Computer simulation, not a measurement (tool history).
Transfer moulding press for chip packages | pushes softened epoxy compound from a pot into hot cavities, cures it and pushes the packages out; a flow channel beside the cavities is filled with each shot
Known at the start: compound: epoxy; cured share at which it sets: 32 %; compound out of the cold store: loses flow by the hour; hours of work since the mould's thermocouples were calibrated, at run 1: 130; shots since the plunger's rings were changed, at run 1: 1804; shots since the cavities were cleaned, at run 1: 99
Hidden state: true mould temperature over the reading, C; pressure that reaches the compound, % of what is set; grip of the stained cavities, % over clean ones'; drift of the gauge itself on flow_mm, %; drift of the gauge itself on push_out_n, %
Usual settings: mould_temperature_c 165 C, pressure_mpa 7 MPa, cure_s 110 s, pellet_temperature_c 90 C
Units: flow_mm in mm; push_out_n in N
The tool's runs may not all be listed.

run    hour  mould_temperature_c  pressure_mpa  cure_s  pellet_temperature_c  hours of work since the mould's thermocouples were calibrated  shots since the plunger's rings were changed  shots since the cavities were cleaned  incoming compound's hours out of the cold store  flow_mm  push_out_n
  1       0                  165             7     110                    90                                                            130                                          1804                                     99                                             28.9      666         262
  2    37.1                  165             7     110                    90                                                            159                                          2265                                    560                                             15.4      730         261
       44.3  -- cavities cleaned with cleaning compound and waxed
  3    83.9                  165             7     110                    90                                                            193                                          2828                                    493                                             30.3      663         282
       96.6  -- cavities cleaned with cleaning compound and waxed
  4   115.7                  165             7     110                    90                                                            217                                          3204                                    237                                               23      693         261
      149.6  -- cavities cleaned with cleaning compound and waxed
  5     160                  165             7     110                    90                                                            249                                          3735                                    129                                             36.1      653         258
  6   194.9                  165             7     110                    90                                                            276                                          4169                                    563                                             33.4      661         253
      204.2  -- cavities cleaned with cleaning compound and waxed
  7   243.1                  165             7     110                    90                                                            312                                          4749                                    484                                             25.8      681         272
      256.4  -- cavities cleaned with cleaning compound and waxed
  8   268.2                  165             7     110                    90                                                            330                                          5042                                    147                                             21.8      714         269
      311.3  -- cavities cleaned with cleaning compound and waxed
  9   311.9                  165             7     110                    90                                                            362                                          5566                                      7                                               42      621         267
 10   351.8                  165             7     110                    90                                                            393                                          6062                                    503                                             26.6      680         256
      365.8  -- cavities cleaned with cleaning compound and waxed
 11     398                  165             7     110                    90                                                            427                                          6616                                    399                                             19.6      709         262
      415.2  -- plunger's sealing rings changed
        421  -- cavities cleaned with cleaning compound and waxed
 12   438.4                  165             7     110                    93                                                            455                                           269                                    217                                             14.1      733         257
      475.8  -- cavities cleaned with cleaning compound and waxed
 13   489.6                  165             7     110                    93                                                            493                                           887                                    173                                             32.8      654         268
 14   522.7                  165             7     110                    93                                                            519                                          1297                                    583                                             22.1      691         269
      529.1  -- cavities cleaned with cleaning compound and waxed
 15     549                  165          7.18     104                    82                                                            538                                          1605                                    247                                              9.5      760         308
      583.8  -- cavities cleaned with cleaning compound and waxed
 16   583.8                  164             7     137                    90                                                            563                                          2019                                      0                                             47.9      609         222
 17   630.9                  164          7.45      98                    87                                                            600                                          2605                                    586                                             34.7      676         318
      635.7  -- cavities cleaned with cleaning compound and waxed
 18   664.1                  165             7     110                    90                                                            624                                          2997                                    352                                             16.9      702         276
      689.3  -- cavities cleaned with cleaning compound and waxed
 19   722.5                  165             7     110                    90                                                            667                                          3704                                    412                                             40.8      635         277
      741.4  -- cavities cleaned with cleaning compound and waxed
 20   776.4                  165             7     110                    81                                                            708                                          4356                                    436                                             34.8      645         258
      792.8  -- cavities cleaned with cleaning compound and waxed
 21   825.5                  172             7     110                    87                                                            744                                          4947                                    407                                             22.3      673         241
      844.7  -- cavities cleaned with cleaning compound and waxed
 22   865.4                  165          5.86     110                    95                                                            774                                          5424                                    258                                             40.7      573         256
      895.9  -- cavities cleaned with cleaning compound and waxed
 23   905.4                  166             7     110                    91                                                            803                                          5901                                    117                                             32.9      650         244
      937.1  -- mould's thermocouples calibrated
 24   938.2                  166             7     137                    91                                                              1                                          6284                                    500                                             15.8      715         232
      949.1  -- cavities cleaned with cleaning compound and waxed
      982.6  -- plunger's sealing rings changed
 25   995.1                  166             7     137                    91                                                             41                                           155                                    540                                             44.8      623         232
     1002.5  -- cavities cleaned with cleaning compound and waxed
 26  1048.2                  165          8.32     110                    96                                                             81                                           796                                    568                                             13.8      779         264
       1053  -- cavities cleaned with cleaning compound and waxed
 27  1093.1                  165          8.32     110                    96                                                            114                                          1335                                    498                                             33.8      712         257

Forecast each of these 3 alternatives for the next run:
     1104.4  -- cavities cleaned with cleaning compound and waxed
  A  1140.2                  165          8.32     146                    84                                                            149                                          1901                                    444                                             40.2        ?           ?
     1104.4  -- cavities cleaned with cleaning compound and waxed
  B  1140.2                  165          8.78     100                    80                                                            149                                          1901                                    444                                             12.3        ?           ?
     1104.4  -- cavities cleaned with cleaning compound and waxed
  C  1140.2                  165          5.42     110                    96                                                            149                                          1901                                    444                                             18.4        ?           ?

run  flow_mm  push_out_n
  A      679         234
  B      823         312
  C      628         266
Without the tool's hidden state the same runs would have given:
run  flow_mm  push_out_n
  A      679         233
  B      823         310
  C      628         264

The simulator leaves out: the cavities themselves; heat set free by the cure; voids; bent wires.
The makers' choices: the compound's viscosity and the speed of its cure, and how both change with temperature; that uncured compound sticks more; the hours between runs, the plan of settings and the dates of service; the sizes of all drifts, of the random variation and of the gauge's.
